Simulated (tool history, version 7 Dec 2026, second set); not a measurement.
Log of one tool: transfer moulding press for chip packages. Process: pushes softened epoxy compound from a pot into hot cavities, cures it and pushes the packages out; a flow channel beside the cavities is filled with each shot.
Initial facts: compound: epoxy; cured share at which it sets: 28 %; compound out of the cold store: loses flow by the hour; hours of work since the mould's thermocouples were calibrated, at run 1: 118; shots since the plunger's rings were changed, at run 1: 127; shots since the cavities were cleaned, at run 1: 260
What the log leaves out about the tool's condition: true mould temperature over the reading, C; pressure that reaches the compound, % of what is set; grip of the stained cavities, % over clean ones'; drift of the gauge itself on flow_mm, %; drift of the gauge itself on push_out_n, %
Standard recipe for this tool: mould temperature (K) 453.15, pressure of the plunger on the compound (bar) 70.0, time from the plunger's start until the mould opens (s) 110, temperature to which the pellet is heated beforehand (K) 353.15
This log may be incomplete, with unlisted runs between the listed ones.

| run | hour | mould temperature (K) | pressure of the plunger on the compound (bar) | time from the plunger's start until the mould opens (s) | temperature to which the pellet is heated beforehand (K) | hours of work since the mould's thermocouples were calibrated | shots since the plunger's rings were changed | shots since the cavities were cleaned | incoming compound's hours out of the cold store | length that the compound runs in the flow channel (mm) | greatest force on the pins that push the packages out (N) |
|---|---|---|---|---|---|---|---|---|---|---|---|
| 1 | 0.0 | 453.15 | 70.0 | 110 | 353.15 | 118 | 127 | 260 | 28.7 | 680 | 497 |
| 2 | 12.1 | 453.15 | 70.0 | 110 | 353.15 | 126 | 262 | 395 | 30.1 | 669 | 525 |
| 3 | 19.0 | 453.15 | 70.0 | 110 | 353.15 | 130 | 340 | 473 | 43.8 | 602 | 564 |
|  | 27.1 | cavities cleaned with cleaning compound and waxed |
| 4 | 31.3 | 453.15 | 70.0 | 110 | 353.15 | 137 | 461 | 48 | 17.8 | 733 | 429 |
| 5 | 43.1 | 453.15 | 70.0 | 110 | 353.15 | 144 | 593 | 180 | 35.5 | 644 | 465 |
| 6 | 52.4 | 453.15 | 70.0 | 110 | 350.15 | 150 | 697 | 284 | 19.0 | 730 | 522 |
| 7 | 65.6 | 453.15 | 70.0 | 110 | 350.15 | 158 | 845 | 432 | 23.1 | 701 | 563 |
|  | 77.0 | cavities cleaned with cleaning compound and waxed |
| 8 | 80.2 | 453.15 | 70.0 | 110 | 350.15 | 166 | 991 | 36 | 35.4 | 638 | 398 |
| 9 | 93.2 | 453.15 | 70.0 | 110 | 350.15 | 174 | 1136 | 181 | 8.1 | 785 | 512 |
| 10 | 108.4 | 453.15 | 70.0 | 129 | 353.15 | 184 | 1306 | 351 | 15.3 | 739 | 461 |
| 11 | 115.1 | 453.15 | 70.0 | 129 | 353.15 | 188 | 1381 | 426 | 15.7 | 737 | 468 |
|  | 126.8 | cavities cleaned with cleaning compound and waxed |
| 12 | 127.2 | 453.15 | 70.0 | 110 | 353.15 | 195 | 1500 | 5 | 12.4 | 753 | 397 |
| 13 | 137.4 | 453.15 | 70.0 | 110 | 352.15 | 201 | 1614 | 119 | 44.1 | 588 | 439 |
| 14 | 151.2 | 453.15 | 70.0 | 110 | 352.15 | 209 | 1768 | 273 | 39.3 | 612 | 498 |
| 15 | 160.0 | 453.15 | 70.0 | 110 | 353.15 | 215 | 1867 | 372 | 27.9 | 662 | 552 |
| 16 | 168.1 | 453.15 | 70.0 | 140 | 353.15 | 220 | 1958 | 463 | 37.9 | 614 | 464 |
|  | 177.2 | cavities cleaned with cleaning compound and waxed |
| 17 | 177.6 | 453.15 | 70.0 | 140 | 353.15 | 225 | 2047 | 5 | 25.5 | 674 | 323 |
| 18 | 192.0 | 459.15 | 70.0 | 110 | 353.15 | 234 | 2207 | 165 | 36.4 | 605 | 371 |
| 19 | 205.2 | 453.15 | 70.0 | 96 | 349.15 | 242 | 2356 | 314 | 30.3 | 641 | 694 |
| 20 | 219.2 | 453.15 | 70.0 | 134 | 349.15 | 251 | 2512 | 470 | 11.6 | 756 | 484 |
|  | 226.9 | cavities cleaned with cleaning compound and waxed |
| 21 | 235.0 | 453.15 | 70.0 | 134 | 349.15 | 260 | 2673 | 91 | 8.4 | 765 | 358 |
| 22 | 246.8 | 453.15 | 70.0 | 134 | 349.15 | 267 | 2804 | 222 | 41.2 | 596 | 403 |
| 23 | 258.1 | 453.15 | 70.0 | 126 | 362.15 | 274 | 2930 | 348 | 20.9 | 688 | 462 |
| 24 | 273.4 | 453.15 | 61.0 | 110 | 353.15 | 284 | 3101 | 519 | 41.2 | 544 | 565 |
|  | 276.2 | cavities cleaned with cleaning compound and waxed |
| 25 | 288.6 | 453.15 | 61.0 | 110 | 353.15 | 292 | 3256 | 139 | 33.4 | 586 | 453 |
| 26 | 302.4 | 460.15 | 74.4 | 96 | 353.15 | 301 | 3409 | 292 | 35.5 | 614 | 463 |
| 27 | 312.2 | 460.15 | 74.4 | 96 | 353.15 | 307 | 3519 | 402 | 43.3 | 580 | 497 |
|  | 325.8 | cavities cleaned with cleaning compound and waxed |
| 28 | 326.9 | 447.15 | 57.4 | 96 | 353.15 | 315 | 3667 | 13 | 21.9 | 632 | 806 |
| 29 | 338.7 | 447.15 | 57.4 | 96 | 353.15 | 322 | 3799 | 145 | 36.1 | 559 | 872 |

Entry by entry between the runs, the difference in hidden state between the last listed run before and the first listed run after:
From run 3 to run 4: cavities cleaned with cleaning compound and waxed (hour 27.1)
  true mould temperature over the reading, C: -0.18 -> -0.19; pressure that reaches the compound, % of what is set: 98.62 -> 98.25; grip of the stained cavities, % over clean ones': 53.3 -> 10.1
  measured minus no-state result, length that the compound runs in the flow channel (mm): -4 -> -6; greatest force on the pins that push the packages out (N): +196 -> +42
From run 7 to run 8: cavities cleaned with cleaning compound and waxed (hour 77.0)
  true mould temperature over the reading, C: -0.23 -> -0.25; pressure that reaches the compound, % of what is set: 97.16 -> 96.72; grip of the stained cavities, % over clean ones': 51.9 -> 6
  measured minus no-state result, length that the compound runs in the flow channel (mm): -10 -> -10; greatest force on the pins that push the packages out (N): +196 -> +26
From run 11 to run 12: cavities cleaned with cleaning compound and waxed (hour 126.8)
  true mould temperature over the reading, C: -0.28 -> -0.3; pressure that reaches the compound, % of what is set: 95.53 -> 95.15; grip of the stained cavities, % over clean ones': 50 -> 4.5
  measured minus no-state result, length that the compound runs in the flow channel (mm): -16 -> -18; greatest force on the pins that push the packages out (N): +160 -> +23
From run 16 to run 17: cavities cleaned with cleaning compound and waxed (hour 177.2)
  true mould temperature over the reading, C: -0.34 -> -0.35; pressure that reaches the compound, % of what is set: 93.8 -> 93.55; grip of the stained cavities, % over clean ones': 54 -> 2
  measured minus no-state result, length that the compound runs in the flow channel (mm): -20 -> -22; greatest force on the pins that push the packages out (N): +165 -> +7
From run 20 to run 21: cavities cleaned with cleaning compound and waxed (hour 226.9)
  true mould temperature over the reading, C: -0.39 -> -0.41; pressure that reaches the compound, % of what is set: 92.15 -> 91.64; grip of the stained cavities, % over clean ones': 54 -> 17.1
  measured minus no-state result, length that the compound runs in the flow channel (mm): -30 -> -33; greatest force on the pins that push the packages out (N): +170 -> +55
From run 24 to run 25: cavities cleaned with cleaning compound and waxed (hour 276.2)
  true mould temperature over the reading, C: -0.45 -> -0.46; pressure that reaches the compound, % of what is set: 90.29 -> 89.84; grip of the stained cavities, % over clean ones': 56.7 -> 24.1
  measured minus no-state result, length that the compound runs in the flow channel (mm): -28 -> -31; greatest force on the pins that push the packages out (N): +213 -> +97
From run 27 to run 28: cavities cleaned with cleaning compound and waxed (hour 325.8)
  true mould temperature over the reading, C: -0.49 -> -0.5; pressure that reaches the compound, % of what is set: 88.99 -> 88.56; grip of the stained cavities, % over clean ones': 49.3 -> 4.2
  measured minus no-state result, length that the compound runs in the flow channel (mm): -34 -> -39; greatest force on the pins that push the packages out (N): +169 -> +59

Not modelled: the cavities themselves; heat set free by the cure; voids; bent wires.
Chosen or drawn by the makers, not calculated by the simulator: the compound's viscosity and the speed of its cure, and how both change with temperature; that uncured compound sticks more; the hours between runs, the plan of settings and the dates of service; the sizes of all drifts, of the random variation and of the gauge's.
